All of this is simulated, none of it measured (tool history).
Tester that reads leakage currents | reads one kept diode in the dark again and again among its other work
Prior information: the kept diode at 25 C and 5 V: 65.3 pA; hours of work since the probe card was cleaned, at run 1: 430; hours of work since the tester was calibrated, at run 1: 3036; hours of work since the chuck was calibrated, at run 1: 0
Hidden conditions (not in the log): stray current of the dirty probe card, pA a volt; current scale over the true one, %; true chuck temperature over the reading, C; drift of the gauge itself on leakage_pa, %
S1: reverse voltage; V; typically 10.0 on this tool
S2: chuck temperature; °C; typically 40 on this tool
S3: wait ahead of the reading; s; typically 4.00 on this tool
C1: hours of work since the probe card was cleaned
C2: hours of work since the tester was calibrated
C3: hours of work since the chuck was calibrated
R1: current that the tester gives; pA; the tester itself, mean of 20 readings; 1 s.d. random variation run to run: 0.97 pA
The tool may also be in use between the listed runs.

run,hour,S1,S2,S3,C1,C2,C3,R1
1,0.0,10.0,40,4.00,430,3036,0,321.24
2,206.7,10.0,40,4.00,534,3139,104,323.55
3,372.6,10.0,40,4.00,617,3222,187,324.44
4,573.4,10.0,40,4.00,717,3323,287,328.49
5,757.6,10.0,40,4.00,810,3415,380,329.51
6,943.8,10.0,40,4.00,903,3509,473,332.48
7,1079.4,10.0,40,4.00,971,3576,541,333.23
8,1204.0,10.0,40,4.00,1033,3639,603,336.80
9,1383.5,10.0,40,4.00,1123,3729,693,336.49
10,1543.3,10.0,32,0.35,1203,3809,773,193.35
11,1716.7,10.0,56,8.57,1290,3896,860,1075.53
12,1861.6,5.8,21,3.25,1363,3968,933,61.50
13,2005.1,10.0,24,3.00,1434,4040,1005,107.81
14,2141.2,9.7,29,0.80,1503,4108,1073,154.81
# hour 2221.9: tester calibrated
15,2312.8,9.7,29,2.15,1588,45,1158,158.26

Run 16 has not been measured yet. What should we expect?
16,2477.2,6.7,40,0.60,1670,128,1240,?

Run 16 yielded R1 287.55 pA.
If the tool had no hidden condition, the same run with the same run-to-run variation would have returned R1 262.07 pA.
